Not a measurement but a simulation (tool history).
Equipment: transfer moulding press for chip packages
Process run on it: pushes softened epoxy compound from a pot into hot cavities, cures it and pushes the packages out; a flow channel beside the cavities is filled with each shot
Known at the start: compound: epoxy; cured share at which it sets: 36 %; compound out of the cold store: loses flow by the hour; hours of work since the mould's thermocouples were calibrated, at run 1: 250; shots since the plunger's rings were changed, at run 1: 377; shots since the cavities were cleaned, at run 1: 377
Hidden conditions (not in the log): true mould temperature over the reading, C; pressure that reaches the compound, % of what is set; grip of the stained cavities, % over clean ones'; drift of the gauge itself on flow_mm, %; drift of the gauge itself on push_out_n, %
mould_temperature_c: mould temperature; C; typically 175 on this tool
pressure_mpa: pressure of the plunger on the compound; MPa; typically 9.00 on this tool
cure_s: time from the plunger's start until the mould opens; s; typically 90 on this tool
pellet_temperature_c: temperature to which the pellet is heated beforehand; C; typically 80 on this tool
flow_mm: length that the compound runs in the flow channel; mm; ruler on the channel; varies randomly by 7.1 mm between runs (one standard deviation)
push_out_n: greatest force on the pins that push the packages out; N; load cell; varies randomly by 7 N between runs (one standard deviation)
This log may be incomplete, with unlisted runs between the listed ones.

| run | day | mould_temperature_c | pressure_mpa | cure_s | pellet_temperature_c | hours of work since the mould's thermocouples were calibrated | shots since the plunger's rings were changed | shots since the cavities were cleaned | incoming compound's hours out of the cold store | flow_mm | push_out_n |
|---|---|---|---|---|---|---|---|---|---|---|---|
| 1 | 0.000 | 175 | 9.00 | 90 | 80 | 250 | 377 | 377 | 46.9 | 758 | 414 |
| 2 | 1.333 | 180 | 9.00 | 90 | 80 | 265 | 695 | 695 | 26.5 | 812 | 439 |
|  | 2.162 | cavities cleaned with cleaning compound and waxed |
| 3 | 2.850 | 175 | 10.84 | 90 | 80 | 280 | 1040 | 163 | 43.2 | 844 | 372 |
| 4 | 4.092 | 175 | 10.84 | 90 | 80 | 294 | 1336 | 459 | 26.6 | 907 | 471 |
| 5 | 5.462 | 175 | 10.84 | 71 | 80 | 309 | 1662 | 785 | 33.4 | 874 | 858 |
|  | 5.954 | cavities cleaned with cleaning compound and waxed |
| 6 | 6.738 | 175 | 10.84 | 71 | 80 | 322 | 1951 | 187 | 10.1 | 955 | 707 |
| 7 | 7.804 | 175 | 10.84 | 71 | 80 | 334 | 2205 | 441 | 35.3 | 865 | 757 |
| 8 | 8.438 | 175 | 10.84 | 71 | 86 | 341 | 2355 | 591 | 39.4 | 835 | 797 |
| 9 | 9.579 | 175 | 9.00 | 90 | 80 | 353 | 2627 | 863 | 33.3 | 799 | 515 |
|  | 9.758 | cavities cleaned with cleaning compound and waxed |
| 10 | 10.929 | 175 | 9.00 | 90 | 80 | 367 | 2933 | 279 | 47.3 | 749 | 405 |
| 11 | 11.938 | 175 | 9.00 | 90 | 80 | 378 | 3173 | 519 | 25.5 | 808 | 486 |
|  | 13.404 | mould's thermocouples calibrated |
| 12 | 13.408 | 175 | 9.00 | 90 | 80 | 0 | 3503 | 849 | 36.7 | 767 | 568 |
|  | 13.592 | cavities cleaned with cleaning compound and waxed |
| 13 | 14.758 | 175 | 9.00 | 90 | 80 | 14 | 3810 | 278 | 13.3 | 825 | 445 |
| 14 | 15.629 | 175 | 9.00 | 90 | 80 | 24 | 4017 | 485 | 25.5 | 811 | 486 |
| 15 | 16.812 | 175 | 9.00 | 90 | 80 | 37 | 4298 | 766 | 22.9 | 807 | 564 |
|  | 17.408 | cavities cleaned with cleaning compound and waxed |
|  | 17.612 | plunger's sealing rings changed |
| 16 | 18.475 | 170 | 7.24 | 101 | 71 | 53 | 205 | 229 | 23.6 | 788 | 447 |
| 17 | 19.929 | 175 | 7.56 | 90 | 82 | 69 | 551 | 575 | 16.6 | 794 | 529 |
|  | 21.279 | cavities cleaned with cleaning compound and waxed |
| 18 | 21.321 | 175 | 7.56 | 90 | 82 | 83 | 868 | 11 | 42.1 | 712 | 295 |
| 19 | 22.000 | 168 | 8.16 | 97 | 82 | 91 | 1029 | 172 | 36.6 | 767 | 501 |
| 20 | 22.829 | 168 | 8.16 | 97 | 82 | 100 | 1227 | 370 | 38.7 | 771 | 582 |
| 21 | 24.025 | 168 | 8.16 | 97 | 82 | 113 | 1511 | 654 | 11.9 | 862 | 725 |
| 22 | 24.767 | 169 | 7.39 | 88 | 87 | 121 | 1687 | 830 | 33.0 | 744 | 809 |
|  | 25.025 | cavities cleaned with cleaning compound and waxed |
| 23 | 25.900 | 169 | 9.18 | 88 | 71 | 133 | 1942 | 208 | 31.1 | 839 | 619 |
| 24 | 27.400 | 169 | 9.18 | 106 | 71 | 149 | 2299 | 565 | 43.6 | 797 | 506 |
| 25 | 28.146 | 169 | 9.18 | 112 | 74 | 157 | 2477 | 743 | 9.2 | 927 | 538 |
|  | 28.892 | cavities cleaned with cleaning compound and waxed |
| 26 | 28.975 | 174 | 9.00 | 100 | 80 | 166 | 2660 | 20 | 16.1 | 851 | 270 |
| 27 | 30.450 | 174 | 9.00 | 72 | 71 | 182 | 3010 | 370 | 28.6 | 798 | 834 |

Forecast each of these 5 alternatives for the next run:
| A | 31.817 | 180 | 9.00 | 72 | 71 | 197 | 3336 | 696 | 10.8 | ? | ? |
| B | 31.817 | 179 | 9.00 | 96 | 75 | 197 | 3336 | 696 | 32.7 | ? | ? |
| C | 31.817 | 182 | 7.64 | 72 | 88 | 197 | 3336 | 696 | 47.4 | ? | ? |
| D | 31.817 | 175 | 7.43 | 90 | 80 | 197 | 3336 | 696 | 46.5 | ? | ? |
| E | 31.817 | 174 | 7.07 | 117 | 87 | 197 | 3336 | 696 | 42.3 | ? | ? |

| run | flow_mm | push_out_n |
|---|---|---|
| A | 834 | 664 |
| B | 769 | 463 |
| C | 660 | 517 |
| D | 672 | 520 |
| E | 680 | 447 |
Take away the tool's hidden state, keep each run's random variation, and the runs would have read:
| run | flow_mm | push_out_n |
|---|---|---|
| A | 872 | 369 |
| B | 804 | 253 |
| C | 689 | 288 |
| D | 703 | 284 |
| E | 711 | 248 |

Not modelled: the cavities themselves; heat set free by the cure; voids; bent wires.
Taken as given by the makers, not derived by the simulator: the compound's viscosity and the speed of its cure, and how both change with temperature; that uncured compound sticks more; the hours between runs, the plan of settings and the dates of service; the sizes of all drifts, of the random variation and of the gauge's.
